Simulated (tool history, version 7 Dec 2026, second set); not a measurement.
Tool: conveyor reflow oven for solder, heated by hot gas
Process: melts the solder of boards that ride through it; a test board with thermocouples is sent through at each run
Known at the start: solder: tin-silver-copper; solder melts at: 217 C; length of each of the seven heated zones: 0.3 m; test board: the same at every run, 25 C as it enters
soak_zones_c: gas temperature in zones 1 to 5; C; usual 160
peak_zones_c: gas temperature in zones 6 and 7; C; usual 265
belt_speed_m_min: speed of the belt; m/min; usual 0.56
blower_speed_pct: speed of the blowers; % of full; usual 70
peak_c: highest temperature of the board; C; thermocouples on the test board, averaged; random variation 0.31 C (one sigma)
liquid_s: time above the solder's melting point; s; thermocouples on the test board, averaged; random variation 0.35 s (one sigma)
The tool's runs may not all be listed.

Run 1, hour 0: usual settings. Result: peak_c 245.4 C, liquid_s 38.7 s.
Run 2, hour 27: usual settings. Result: peak_c 245.1 C, liquid_s 39.3 s.
Run 3, hour 67.2: usual settings. Result: peak_c 245.1 C, liquid_s 39.3 s.
Run 4, hour 91.7: usual settings. Result: peak_c 244.7 C, liquid_s 38.4 s.
Run 5, hour 141.9: usual settings. Result: peak_c 245 C, liquid_s 38.8 s.
Run 6, hour 176.7: usual settings but blower_speed_pct 69 % of full. Result: peak_c 244.8 C, liquid_s 38 s.
Run 7, hour 226.3: usual settings but blower_speed_pct 69 % of full. Result: peak_c 244.6 C, liquid_s 38.6 s.
Run 8, hour 267.4: usual settings. Result: peak_c 244.8 C, liquid_s 39.3 s.
Run 9, hour 311.1: usual settings but belt_speed_m_min 0.561 m/min. Result: peak_c 244.9 C, liquid_s 39.4 s.
Run 10, hour 360: usual settings but belt_speed_m_min 0.561 m/min. Result: peak_c 245.1 C, liquid_s 38.3 s.
At hour 403.4: flux residue cleaned out of gas plates and filters.
Run 11, hour 410.9: usual settings but belt_speed_m_min 0.665 m/min, blower_speed_pct 62 % of full. Result: peak_c 235.1 C, liquid_s 23 s.
Run 12, hour 462.3: usual settings but belt_speed_m_min 0.665 m/min, blower_speed_pct 62 % of full. Result: peak_c 234.6 C, liquid_s 22.2 s.
Run 13, hour 499.8: usual settings but belt_speed_m_min 0.633 m/min. Result: peak_c 240.9 C, liquid_s 30.2 s.
Run 14, hour 541: usual settings but belt_speed_m_min 0.633 m/min. Result: peak_c 240.3 C, liquid_s 29.8 s.
Run 15, hour 585.8: usual settings but belt_speed_m_min 0.633 m/min. Result: peak_c 240.4 C, liquid_s 31 s.

3 ways to go on from here, each from the tool as it stands after run 15. What would each give?
Run A, hour 622.5: usual settings but soak_zones_c 148 C, belt_speed_m_min 0.595 m/min, blower_speed_pct 62 % of full. Result: peak_c ?, liquid_s ?.
Run B, hour 622.5: usual settings but soak_zones_c 161 C, belt_speed_m_min 0.509 m/min, blower_speed_pct 55 % of full. Result: peak_c ?, liquid_s ?.
Run C, hour 622.5: usual settings but belt_speed_m_min 0.572 m/min. Result: peak_c ?, liquid_s ?.

run  peak_c  liquid_s
  A   236.7      26.3
  B   242.9      39.9
  C   244.6      37.4
Without the tool's hidden state the same runs would have given:
run  peak_c  liquid_s
  A   236.7      26.3
  B   242.9      39.9
  C   244.7      37.4
